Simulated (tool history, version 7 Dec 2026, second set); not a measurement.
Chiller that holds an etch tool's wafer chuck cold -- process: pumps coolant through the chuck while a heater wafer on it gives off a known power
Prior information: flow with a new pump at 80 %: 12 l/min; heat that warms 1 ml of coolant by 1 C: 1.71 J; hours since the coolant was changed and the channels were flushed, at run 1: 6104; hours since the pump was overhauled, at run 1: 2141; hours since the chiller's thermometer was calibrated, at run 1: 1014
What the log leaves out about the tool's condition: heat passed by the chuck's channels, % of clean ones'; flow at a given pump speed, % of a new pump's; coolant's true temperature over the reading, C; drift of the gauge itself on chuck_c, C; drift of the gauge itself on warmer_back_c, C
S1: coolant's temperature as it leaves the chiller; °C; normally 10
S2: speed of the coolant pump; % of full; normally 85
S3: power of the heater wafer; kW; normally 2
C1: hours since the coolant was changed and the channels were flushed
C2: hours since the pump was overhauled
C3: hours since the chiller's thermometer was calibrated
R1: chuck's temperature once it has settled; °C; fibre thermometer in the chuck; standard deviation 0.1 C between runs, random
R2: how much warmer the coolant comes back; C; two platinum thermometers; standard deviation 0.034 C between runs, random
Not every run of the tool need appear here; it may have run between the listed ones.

{"run": 1, "hour": 0.0, "S1": 10, "S2": 85, "S3": 2, "C1": 6104, "C2": 2141, "C3": 1014, "R1": 33.3, "R2": 5.65}
{"run": 2, "hour": 67.9, "S1": 10, "S2": 85, "S3": 2, "C1": 6171, "C2": 2209, "C3": 1082, "R1": 33.6, "R2": 5.74}
{"run": 3, "hour": 111.4, "S1": 10, "S2": 85, "S3": 2, "C1": 6215, "C2": 2252, "C3": 1125, "R1": 33.6, "R2": 5.71}
{"run": 4, "hour": 200.6, "S1": 10, "S2": 85, "S3": 2, "C1": 6304, "C2": 2342, "C3": 1215, "R1": 33.6, "R2": 5.73}
{"hour": 215.5, "done": "coolant changed, channels flushed"}
{"run": 5, "hour": 267.0, "S1": 10, "S2": 85, "S3": 2, "C1": 52, "C2": 2402, "C3": 1275, "R1": 29.6, "R2": 5.69}
{"run": 6, "hour": 345.8, "S1": 10, "S2": 85, "S3": 2, "C1": 130, "C2": 2481, "C3": 1354, "R1": 29.9, "R2": 5.7}
{"run": 7, "hour": 439.5, "S1": 1, "S2": 85, "S3": 2, "C1": 224, "C2": 2575, "C3": 1448, "R1": 20.8, "R2": 5.73}
{"run": 8, "hour": 509.1, "S1": 4, "S2": 63, "S3": 2, "C1": 294, "C2": 2644, "C3": 1517, "R1": 29.1, "R2": 7.84}
{"run": 9, "hour": 597.6, "S1": 13, "S2": 83, "S3": 1.798, "C1": 382, "C2": 2733, "C3": 1606, "R1": 31.3, "R2": 5.27}
{"run": 10, "hour": 655.1, "S1": 15, "S2": 96, "S3": 1.179, "C1": 440, "C2": 2790, "C3": 1663, "R1": 25.9, "R2": 2.95}
{"run": 11, "hour": 722.8, "S1": 13, "S2": 70, "S3": 1.732, "C1": 507, "C2": 2858, "C3": 1731, "R1": 33.4, "R2": 6.11}

Branching from run 11: 3 alternative next runs. What would each branch give?
{"run": "A", "hour": 803.6, "S1": 13, "S2": 96, "S3": 1.543, "C1": 588, "C2": 2939, "C3": 1812, "R1": "?", "R2": "?"}
{"run": "B", "hour": 803.6, "S1": 10, "S2": 83, "S3": 2, "C1": 588, "C2": 2939, "C3": 1812, "R1": "?", "R2": "?"}
{"run": "C", "hour": 803.6, "S1": 10, "S2": 83, "S3": 1.186, "C1": 588, "C2": 2939, "C3": 1812, "R1": "?", "R2": "?"}

run=A R1=27.4 R2=3.88
run=B R1=30.5 R2=5.85
run=C R1=22.4 R2=3.48
The same runs, with their run-to-run variation unchanged, on a tool lacking any hidden condition would have given:
run=A R1=26.4 R2=3.7
run=B R1=29.3 R2=5.59
run=C R1=21.6 R2=3.33
